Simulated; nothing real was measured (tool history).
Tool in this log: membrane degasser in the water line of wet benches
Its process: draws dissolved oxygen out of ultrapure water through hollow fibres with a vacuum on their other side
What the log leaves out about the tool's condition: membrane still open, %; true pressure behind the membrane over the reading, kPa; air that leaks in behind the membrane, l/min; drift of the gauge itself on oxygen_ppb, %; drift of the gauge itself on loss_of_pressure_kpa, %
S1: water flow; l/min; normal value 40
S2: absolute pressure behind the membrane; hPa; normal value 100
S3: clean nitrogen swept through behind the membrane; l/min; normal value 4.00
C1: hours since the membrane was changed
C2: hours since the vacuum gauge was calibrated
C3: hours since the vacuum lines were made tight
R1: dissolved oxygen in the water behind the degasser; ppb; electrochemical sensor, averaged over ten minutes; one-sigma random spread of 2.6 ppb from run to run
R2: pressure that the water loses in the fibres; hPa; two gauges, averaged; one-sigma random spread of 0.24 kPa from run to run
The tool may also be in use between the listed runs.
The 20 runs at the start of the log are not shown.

run,hour,S1,S2,S3,C1,C2,C3,R1,R2
21,3770.9,62,96,3.05,12722,5112,6763,454.2,944.3
22,3937.3,62,96,3.05,12888,5278,6930,450.8,946.2
23,4167.9,41,100,10.32,13119,5509,7160,168.4,627.4
24,4398.8,41,127,4.61,13350,5740,7391,297.0,626.3
25,4533.9,28,100,4.00,13485,5875,7526,167.3,429.1
26,4789.9,40,209,3.16,13741,6131,7782,580.9,614.1
27,4969.0,61,158,5.05,13920,6310,7961,497.6,933.5
28,5103.9,61,158,5.05,14055,6445,8096,504.9,931.0
29,5325.6,61,158,5.05,14276,6667,8318,507.9,932.0
30,5545.2,61,158,5.05,14496,6886,8538,514.5,930.5
31,5816.5,33,219,5.05,14767,7157,8809,353.1,505.8
32,6018.4,31,100,6.76,14969,7359,9011,139.4,473.8

4 options for the next run, each taken on its own from the tool as it stands now. Forecast them:
A,6158.5,39,79,3.60,15109,7499,9151,?,?
B,6158.5,29,100,4.00,15109,7499,9151,?,?
C,6158.5,37,94,4.15,15109,7499,9151,?,?
D,6158.5,33,100,4.00,15109,7499,9151,?,?

run,R1,R2
A,212.8,599.0
B,175.3,441.9
C,214.4,569.2
D,204.2,506.5
Take away the tool's hidden state, keep each run's random variation, and the runs would have read:
run,R1,R2
A,212.5,598.6
B,175.1,441.7
C,214.2,568.9
D,204.0,506.2

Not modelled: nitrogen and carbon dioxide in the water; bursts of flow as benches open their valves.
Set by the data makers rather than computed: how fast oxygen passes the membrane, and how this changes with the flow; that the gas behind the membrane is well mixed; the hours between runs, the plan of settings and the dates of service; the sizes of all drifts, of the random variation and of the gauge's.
